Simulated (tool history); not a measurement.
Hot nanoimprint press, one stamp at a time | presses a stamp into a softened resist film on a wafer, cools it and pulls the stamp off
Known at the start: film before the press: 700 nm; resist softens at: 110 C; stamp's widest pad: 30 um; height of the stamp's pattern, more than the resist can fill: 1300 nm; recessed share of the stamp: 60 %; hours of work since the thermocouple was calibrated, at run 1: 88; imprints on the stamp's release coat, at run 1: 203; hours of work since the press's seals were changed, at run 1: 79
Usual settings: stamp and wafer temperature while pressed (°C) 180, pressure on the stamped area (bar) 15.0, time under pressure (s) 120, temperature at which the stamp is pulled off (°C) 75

| run | hour | stamp and wafer temperature while pressed (°C) | pressure on the stamped area (bar) | time under pressure (s) | temperature at which the stamp is pulled off (°C) | hours of work since the thermocouple was calibrated | imprints on the stamp's release coat | hours of work since the press's seals were changed | resist left under the stamp's widest pad (angstrom) | greatest force while the stamp is pulled off (N) |
|---|---|---|---|---|---|---|---|---|---|---|
| 1 | 0.0 | 180 | 15.0 | 120 | 75 | 88 | 203 | 79 | 2645 | 223 |
| 2 | 8.7 | 180 | 15.0 | 120 | 70 | 94 | 225 | 85 | 2639 | 234 |
| 3 | 12.9 | 180 | 15.0 | 120 | 75 | 97 | 236 | 88 | 2623 | 223 |
| 4 | 17.1 | 180 | 15.0 | 120 | 75 | 100 | 246 | 91 | 2645 | 222 |
| 5 | 24.8 | 180 | 15.0 | 120 | 75 | 105 | 265 | 97 | 2633 | 229 |
| 6 | 31.7 | 180 | 15.0 | 120 | 75 | 110 | 283 | 101 | 2661 | 225 |
| 7 | 36.5 | 180 | 15.0 | 120 | 75 | 113 | 294 | 105 | 2624 | 222 |
| 8 | 42.8 | 180 | 15.0 | 120 | 75 | 118 | 310 | 109 | 2634 | 219 |
| 9 | 46.7 | 180 | 15.0 | 120 | 75 | 120 | 320 | 112 | 2629 | 230 |
|  | 50.4 | plate thermocouple calibrated |
| 10 | 53.7 | 180 | 15.0 | 120 | 75 | 2 | 330 | 115 | 2640 | 228 |
| 11 | 59.1 | 174 | 15.0 | 104 | 78 | 6 | 344 | 118 | 3472 | 218 |
| 12 | 66.7 | 180 | 13.3 | 62 | 71 | 11 | 362 | 124 | 3548 | 229 |
| 13 | 74.0 | 183 | 13.8 | 89 | 75 | 16 | 381 | 129 | 2759 | 230 |
|  | 79.5 | plate thermocouple calibrated, once more |
| 14 | 84.7 | 174 | 13.8 | 221 | 75 | 4 | 400 | 134 | 2723 | 237 |
| 15 | 93.5 | 180 | 15.0 | 174 | 67 | 10 | 422 | 140 | 2228 | 245 |
| 16 | 97.7 | 180 | 15.0 | 229 | 72 | 13 | 432 | 143 | 2018 | 242 |
| 17 | 105.5 | 180 | 9.9 | 120 | 66 | 18 | 452 | 149 | 3197 | 245 |
| 18 | 113.3 | 180 | 9.9 | 92 | 61 | 24 | 471 | 154 | 3494 | 251 |

Forecast each of these 4 alternatives for the next run:
| A | 120.1 | 180 | 23.7 | 92 | 61 | 28 | 488 | 159 | ? | ? |
| B | 120.1 | 182 | 18.1 | 92 | 66 | 28 | 488 | 159 | ? | ? |
| C | 120.1 | 169 | 13.2 | 120 | 73 | 28 | 488 | 159 | ? | ? |
| D | 120.1 | 180 | 17.5 | 63 | 73 | 28 | 488 | 159 | ? | ? |

| run | resist left under the stamp's widest pad (angstrom) | greatest force while the stamp is pulled off (N) |
|---|---|---|
| A | 2304 | 250 |
| B | 2465 | 233 |
| C | 4264 | 235 |
| D | 3090 | 236 |
Without the tool's hidden state the same runs would have given:
| run | resist left under the stamp's widest pad (angstrom) | greatest force while the stamp is pulled off (N) |
|---|---|---|
| A | 2305 | 224 |
| B | 2473 | 210 |
| C | 4292 | 211 |
| D | 3101 | 212 |
